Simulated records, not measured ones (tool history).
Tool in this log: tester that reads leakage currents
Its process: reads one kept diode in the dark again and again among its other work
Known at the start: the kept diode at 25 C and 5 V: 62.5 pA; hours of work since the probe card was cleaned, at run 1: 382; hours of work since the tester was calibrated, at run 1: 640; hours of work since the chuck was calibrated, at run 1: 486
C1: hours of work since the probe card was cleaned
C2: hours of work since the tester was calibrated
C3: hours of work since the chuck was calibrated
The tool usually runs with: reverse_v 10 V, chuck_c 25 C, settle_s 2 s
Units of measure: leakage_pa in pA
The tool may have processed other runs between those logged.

Run 1, hour 0: usual settings; C1 382; C2 640; C3 486. Result: leakage_pa 83.32 pA.
Run 2, hour 29.7: usual settings; C1 401; C2 659; C3 505. Result: leakage_pa 83.98 pA.
Run 3, hour 63.2: usual settings; C1 423; C2 681; C3 527. Result: leakage_pa 84.23 pA.
Run 4, hour 94.7: usual settings; C1 443; C2 702; C3 548. Result: leakage_pa 84.13 pA.
Run 5, hour 117.1: usual settings; C1 458; C2 716; C3 562. Result: leakage_pa 84.45 pA.
Run 6, hour 137.7: usual settings; C1 471; C2 730; C3 576. Result: leakage_pa 84.24 pA.
Run 7, hour 168.1: usual settings; C1 491; C2 750; C3 595. Result: leakage_pa 83.96 pA.
Run 8, hour 187: usual settings; C1 503; C2 762; C3 608. Result: leakage_pa 84.51 pA.
Run 9, hour 213.2: usual settings; C1 520; C2 779; C3 625. Result: leakage_pa 83.98 pA.
Run 10, hour 233.3: usual settings; C1 534; C2 792; C3 638. Result: leakage_pa 85.33 pA.
Run 11, hour 263.8: usual settings; C1 553; C2 812; C3 658. Result: leakage_pa 84.91 pA.
Run 12, hour 281.7: usual settings; C1 565; C2 824; C3 669. Result: leakage_pa 84.71 pA.
Run 13, hour 303.1: usual settings; C1 579; C2 838; C3 683. Result: leakage_pa 85.23 pA.
Run 14, hour 336.3: usual settings; C1 601; C2 859; C3 705. Result: leakage_pa 85.3 pA.
Run 15, hour 358.6: usual settings; C1 615; C2 874; C3 719. Result: leakage_pa 85.3 pA.
Run 16, hour 382.2: usual settings; C1 631; C2 889; C3 735. Result: leakage_pa 85.42 pA.
Run 17, hour 411.1: usual settings but settle_s 1.47 s; C1 649; C2 908; C3 754. Result: leakage_pa 85.96 pA.
Run 18, hour 441.2: usual settings; C1 669; C2 927; C3 773. Result: leakage_pa 85.65 pA.
Run 19, hour 467.2: usual settings; C1 686; C2 944; C3 790. Result: leakage_pa 86.3 pA.
Run 20, hour 501.5: usual settings but reverse_v 4.2 V, chuck_c 26 C, settle_s 0.61 s; C1 708; C2 967; C3 812. Result: leakage_pa 64.77 pA.
Run 21, hour 524.2: usual settings but reverse_v 2.5 V, chuck_c 27 C, settle_s 1.38 s; C1 723; C2 982; C3 827. Result: leakage_pa 55.68 pA.
Run 22, hour 560.7: usual settings but reverse_v 8.3 V, chuck_c 21 C, settle_s 2.71 s; C1 747; C2 1005; C3 851. Result: leakage_pa 59.7 pA.
Run 23, hour 589.1: usual settings but reverse_v 2.4 V, chuck_c 30 C; C1 765; C2 1024; C3 870. Result: leakage_pa 68.14 pA.
Run 24, hour 613.7: usual settings but reverse_v 3 V, chuck_c 21 C, settle_s 8.19 s; C1 781; C2 1040; C3 886. Result: leakage_pa 38.58 pA.
Run 25, hour 648.4: usual settings but reverse_v 10.5 V, chuck_c 54 C, settle_s 2.03 s; C1 804; C2 1062; C3 908. Result: leakage_pa 607.41 pA.
Run 26, hour 677.4: usual settings but reverse_v 10.5 V, chuck_c 54 C, settle_s 2.03 s; C1 823; C2 1081; C3 927. Result: leakage_pa 608.77 pA.
Run 27, hour 714.2: usual settings; C1 847; C2 1105; C3 951. Result: leakage_pa 87.05 pA.
Run 28, hour 749.6: usual settings but reverse_v 14.4 V, chuck_c 58 C, settle_s 0.73 s; C1 870; C2 1128; C3 974. Result: leakage_pa 879.83 pA.
Run 29, hour 783.7: usual settings but reverse_v 6.6 V, settle_s 3.88 s; C1 892; C2 1151; C3 996. Result: leakage_pa 72.57 pA.
Run 30, hour 813.6: usual settings but reverse_v 8.7 V, settle_s 1.49 s; C1 912; C2 1170; C3 1016. Result: leakage_pa 82.35 pA.
Run 31, hour 841.5: usual settings but chuck_c 27 C, settle_s 6.62 s; C1 930; C2 1188; C3 1034. Result: leakage_pa 100.16 pA.
Run 32, hour 876.2: usual settings but chuck_c 28 C, settle_s 2.48 s; C1 952; C2 1211; C3 1057. Result: leakage_pa 107 pA.
Run 33, hour 902.1: usual settings but reverse_v 1.9 V; C1 969; C2 1228; C3 1073. Result: leakage_pa 42.94 pA.
Run 34, hour 920.2: usual settings but reverse_v 1.1 V, chuck_c 23 C; C1 981; C2 1239; C3 1085. Result: leakage_pa 29.89 pA.
Run 35, hour 953.4: usual settings but reverse_v 1.1 V, chuck_c 54 C, settle_s 0.45 s; C1 1003; C2 1261; C3 1107. Result: leakage_pa 253.95 pA.
Run 36, hour 974.2: usual settings but reverse_v 1.1 V, chuck_c 54 C, settle_s 0.45 s; C1 1016; C2 1275; C3 1120. Result: leakage_pa 251.62 pA.

Alternative continuations, all from the tool just after run 36; predict every row:
Run A, hour 1004: usual settings but reverse_v 1.1 V, chuck_c 41 C, settle_s 6.31 s; C1 1036; C2 1294; C3 1140. Result: leakage_pa ?.
Run B, hour 1004: usual settings but reverse_v 1.6 V, chuck_c 21 C, settle_s 4.87 s; C1 1036; C2 1294; C3 1140. Result: leakage_pa ?.
Run C, hour 1004: usual settings but reverse_v 19 V, chuck_c 31 C, settle_s 0.45 s; C1 1036; C2 1294; C3 1140. Result: leakage_pa ?.
Run D, hour 1004: usual settings but reverse_v 6.7 V, chuck_c 54 C, settle_s 0.45 s; C1 1036; C2 1294; C3 1140. Result: leakage_pa ?.
Run E, hour 1004: usual settings but settle_s 8 s; C1 1036; C2 1294; C3 1140. Result: leakage_pa ?.

run  leakage_pa
  A      107.44
  B       29.93
  C      182.55
  D      510.64
  E        87.2
Without the tool's hidden state the same runs would have given:
run  leakage_pa
  A      110.69
  B       29.78
  C      171.77
  D      522.74
  E       81.55

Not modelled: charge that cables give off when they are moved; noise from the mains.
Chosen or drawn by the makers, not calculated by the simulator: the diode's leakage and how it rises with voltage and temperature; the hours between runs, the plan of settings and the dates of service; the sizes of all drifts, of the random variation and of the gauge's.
